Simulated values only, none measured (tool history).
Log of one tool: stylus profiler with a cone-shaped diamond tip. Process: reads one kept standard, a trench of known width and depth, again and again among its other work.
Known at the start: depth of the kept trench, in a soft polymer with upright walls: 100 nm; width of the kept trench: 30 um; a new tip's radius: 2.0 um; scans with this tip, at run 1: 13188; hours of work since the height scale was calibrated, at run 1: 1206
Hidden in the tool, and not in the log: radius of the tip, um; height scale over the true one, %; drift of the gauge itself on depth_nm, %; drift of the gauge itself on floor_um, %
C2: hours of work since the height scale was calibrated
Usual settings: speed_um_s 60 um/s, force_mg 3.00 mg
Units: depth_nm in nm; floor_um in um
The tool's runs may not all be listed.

run 1 day=0.000 | speed_um_s=60 force_mg=3.00 | scans_with_this_tip=13188 C2=1206 | depth_nm=101.62 floor_um=28.46
run 2 day=1.300 | speed_um_s=60 force_mg=1.52 | scans_with_this_tip=13446 C2=1229 | depth_nm=100.76 floor_um=28.38
run 3 day=2.554 | speed_um_s=60 force_mg=1.52 | scans_with_this_tip=13695 C2=1252 | depth_nm=100.97 floor_um=28.39
run 4 day=3.792 | speed_um_s=60 force_mg=1.52 | scans_with_this_tip=13940 C2=1275 | depth_nm=100.88 floor_um=28.36
run 5 day=5.296 | speed_um_s=39 force_mg=3.00 | scans_with_this_tip=14239 C2=1302 | depth_nm=101.60 floor_um=28.51
run 6 day=6.525 | speed_um_s=60 force_mg=1.10 | scans_with_this_tip=14483 C2=1324 | depth_nm=100.69 floor_um=28.32
run 7 day=8.433 | speed_um_s=60 force_mg=3.00 | scans_with_this_tip=14862 C2=1359 | depth_nm=101.59 floor_um=28.46
run 8 day=10.392 | speed_um_s=60 force_mg=3.00 | scans_with_this_tip=15251 C2=1395 | depth_nm=101.45 floor_um=28.40
run 9 day=12.300 | speed_um_s=60 force_mg=3.00 | scans_with_this_tip=15630 C2=1429 | depth_nm=101.59 floor_um=28.41
run 10 day=13.500 | speed_um_s=60 force_mg=3.00 | scans_with_this_tip=15868 C2=1451 | depth_nm=101.63 floor_um=28.39
run 11 day=14.800 | speed_um_s=60 force_mg=3.00 | scans_with_this_tip=16126 C2=1475 | depth_nm=101.51 floor_um=28.44
run 12 day=16.817 | speed_um_s=30 force_mg=3.00 | scans_with_this_tip=16526 C2=1511 | depth_nm=101.54 floor_um=28.47
run 13 day=18.638 | speed_um_s=144 force_mg=5.54 | scans_with_this_tip=16888 C2=1544 | depth_nm=102.48 floor_um=28.30
run 14 day=20.204 | speed_um_s=144 force_mg=5.54 | scans_with_this_tip=17199 C2=1573 | depth_nm=102.40 floor_um=28.30
run 15 day=21.912 | speed_um_s=60 force_mg=1.78 | scans_with_this_tip=17538 C2=1604 | depth_nm=100.90 floor_um=28.36
run 16 day=23.154 | speed_um_s=15 force_mg=2.59 | scans_with_this_tip=17785 C2=1626 | depth_nm=101.37 floor_um=28.52
run 17 day=24.158 | speed_um_s=218 force_mg=1.22 | scans_with_this_tip=17984 C2=1644 | depth_nm=100.58 floor_um=27.73
run 18 day=25.750 | speed_um_s=95 force_mg=4.15 | scans_with_this_tip=18301 C2=1673 | depth_nm=101.96 floor_um=28.29
run 19 day=26.988 | speed_um_s=95 force_mg=4.15 | scans_with_this_tip=18546 C2=1696 | depth_nm=101.86 floor_um=28.35
run 20 day=29.162 | speed_um_s=95 force_mg=4.15 | scans_with_this_tip=18978 C2=1735 | depth_nm=101.88 floor_um=28.29
run 21 day=30.162 | speed_um_s=90 force_mg=4.38 | scans_with_this_tip=19177 C2=1754 | depth_nm=102.00 floor_um=28.27
run 22 day=32.138 | speed_um_s=126 force_mg=5.06 | scans_with_this_tip=19569 C2=1789 | depth_nm=102.20 floor_um=28.23
run 23 day=34.333 | speed_um_s=126 force_mg=5.06 | scans_with_this_tip=20005 C2=1829 | depth_nm=102.22 floor_um=28.28

3 ways to go on from here, each from the tool as it stands after run 23. What would each give?
run A day=36.312 | speed_um_s=233 force_mg=3.00 | scans_with_this_tip=20398 C2=1865 | depth_nm=? floor_um=?
run B day=36.312 | speed_um_s=82 force_mg=5.20 | scans_with_this_tip=20398 C2=1865 | depth_nm=? floor_um=?
run C day=36.312 | speed_um_s=72 force_mg=1.49 | scans_with_this_tip=20398 C2=1865 | depth_nm=? floor_um=?

run=A depth_nm=101.36 floor_um=27.99
run=B depth_nm=102.28 floor_um=28.33
run=C depth_nm=100.65 floor_um=28.25
Without the tool's hidden state the same runs would have given:
run=A depth_nm=101.91 floor_um=28.24
run=B depth_nm=102.83 floor_um=28.58
run=C depth_nm=101.19 floor_um=28.51

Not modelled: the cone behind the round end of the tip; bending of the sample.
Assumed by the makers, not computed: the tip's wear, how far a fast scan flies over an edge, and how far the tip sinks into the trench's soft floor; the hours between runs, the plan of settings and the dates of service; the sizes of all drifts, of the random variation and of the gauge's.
